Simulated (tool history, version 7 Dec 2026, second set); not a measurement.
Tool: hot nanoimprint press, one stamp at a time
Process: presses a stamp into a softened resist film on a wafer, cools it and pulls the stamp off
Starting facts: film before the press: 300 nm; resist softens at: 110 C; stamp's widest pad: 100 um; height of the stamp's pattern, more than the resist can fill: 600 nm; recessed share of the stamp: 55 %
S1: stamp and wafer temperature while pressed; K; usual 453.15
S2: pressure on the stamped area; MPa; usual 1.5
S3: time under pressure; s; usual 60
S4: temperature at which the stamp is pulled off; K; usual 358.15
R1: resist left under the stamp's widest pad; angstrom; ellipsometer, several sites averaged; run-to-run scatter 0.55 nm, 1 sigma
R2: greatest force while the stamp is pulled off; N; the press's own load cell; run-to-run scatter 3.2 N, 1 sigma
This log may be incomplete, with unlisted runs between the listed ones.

run     day      S1    S2   S3      S4    R1   R2
  1       0  453.15   1.5   60  358.15  1570  217
  2     0.3  453.15   1.5   60  358.15  1572  219
  3   0.967  447.15   1.5   60  358.15  1822  217
      1.296  -- plate thermocouple calibrated
  4   1.675  447.15   1.5   60  358.15  1815  223
  5   2.033  453.15   1.5   60  358.15  1559  208
  6   2.571  453.15   1.5   60  358.15  1566  221
  7   2.967  453.15   1.5   60  358.15  1559  223
  8   3.342  452.15   1.5   60  358.15  1600  214
  9   3.883  452.15   1.5   60  358.15  1606  217
 10   4.279  445.15   1.5   60  358.15  1906  216
 11   4.562  445.15   1.5   60  358.15  1908  219
 12   5.133  445.15   1.5   60  363.15  1898  201
 13   5.654  453.15   1.5   60  358.15  1552  218
 14   6.217  453.15   1.5   60  358.15  1561  213
 15     6.8  453.15   1.5   60  358.15  1551  216
 16   7.429  453.15   1.5   60  358.15  1554  221
 17     8.1  453.15  1.01   40  358.15  2043  213
 18   8.533  448.15  1.01   40  358.15  2241  222
 19   8.908  449.15  1.01   40  358.15  2207  226
      9.442  -- stamp cleaned and given a new release coat
 20   9.662  449.15  1.01   40  358.15  2209  213
 21  10.321  457.15   1.7  105  358.15  1074  216
 22  10.929  457.15   1.7  108  346.15  1065  255
 23  11.383  454.15  1.12   85  358.15  1540  214
 24  12.025  458.15   1.3   60  349.15  1461  240
 25    12.7  458.15   1.3   60  349.15  1467  245
 26  13.346  453.15   1.5   65  350.15  1497  242
 27  13.975  453.15   1.5   65  350.15  1492  238
 28  14.262  444.15  1.63   60  353.15  1865  234
 29  14.667  453.15   1.5   69  358.15  1466  218
 30  15.004  453.15  1.87   60  351.15  1381  245
 31  15.558  453.15  1.82   48  347.15  1504  255

Predict each of these 3 candidate next runs independently; none follows another, all start after run 31:
  A  15.958  455.15  1.69  60  358.15   ?   ?
  B  15.958  453.15  1.82  48  365.15   ?   ?
  C  15.958  453.15   1.5  57  358.15   ?   ?

run    R1   R2
  A  1373  216
  B  1500  194
  C  1569  219
Take away the tool's hidden state, keep each run's random variation, and the runs would have read:
run    R1   R2
  A  1406  216
  B  1536  193
  C  1607  218
